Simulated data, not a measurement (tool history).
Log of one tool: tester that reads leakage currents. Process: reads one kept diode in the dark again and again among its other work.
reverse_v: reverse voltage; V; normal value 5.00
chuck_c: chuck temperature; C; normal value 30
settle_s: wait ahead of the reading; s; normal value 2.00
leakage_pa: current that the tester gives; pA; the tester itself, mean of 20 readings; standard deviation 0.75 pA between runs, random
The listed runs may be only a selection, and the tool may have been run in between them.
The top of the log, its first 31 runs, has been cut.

run 32 hour=1418.4 | reverse_v=5.00 chuck_c=30 settle_s=7.09 | leakage_pa=257.11
run 33 hour=1453.0 | reverse_v=5.00 chuck_c=26 settle_s=2.00 | leakage_pa=190.92
run 34 hour=1505.4 | reverse_v=5.00 chuck_c=26 settle_s=2.00 | leakage_pa=192.39
run 35 hour=1547.8 | reverse_v=1.37 chuck_c=30 settle_s=2.51 | leakage_pa=170.09
run 36 hour=1590.5 | reverse_v=1.37 chuck_c=30 settle_s=2.51 | leakage_pa=172.06
run 37 hour=1653.2 | reverse_v=1.58 chuck_c=47 settle_s=1.03 | leakage_pa=606.71
run 38 hour=1710.0 | reverse_v=1.58 chuck_c=47 settle_s=1.03 | leakage_pa=606.52
run 39 hour=1765.1 | reverse_v=5.00 chuck_c=30 settle_s=4.87 | leakage_pa=262.55

Below are 5 alternative next runs, each starting from the tool's condition after run 39. Predict each:
run A hour=1819.5 | reverse_v=1.12 chuck_c=41 settle_s=4.87 | leakage_pa=?
run B hour=1819.5 | reverse_v=3.54 chuck_c=44 settle_s=0.59 | leakage_pa=?
run C hour=1819.5 | reverse_v=1.21 chuck_c=52 settle_s=1.44 | leakage_pa=?
run D hour=1819.5 | reverse_v=5.00 chuck_c=56 settle_s=4.87 | leakage_pa=?
run E hour=1819.5 | reverse_v=5.00 chuck_c=58 settle_s=1.29 | leakage_pa=?

run=A leakage_pa=360.05
run=B leakage_pa=643.19
run=C leakage_pa=783.65
run=D leakage_pa=1594.10
run=E leakage_pa=1808.43
Take away the tool's hidden state, keep each run's random variation, and the runs would have read:
run=A leakage_pa=349.10
run=B leakage_pa=622.43
run=C leakage_pa=762.97
run=D leakage_pa=1550.52
run=E leakage_pa=1760.43
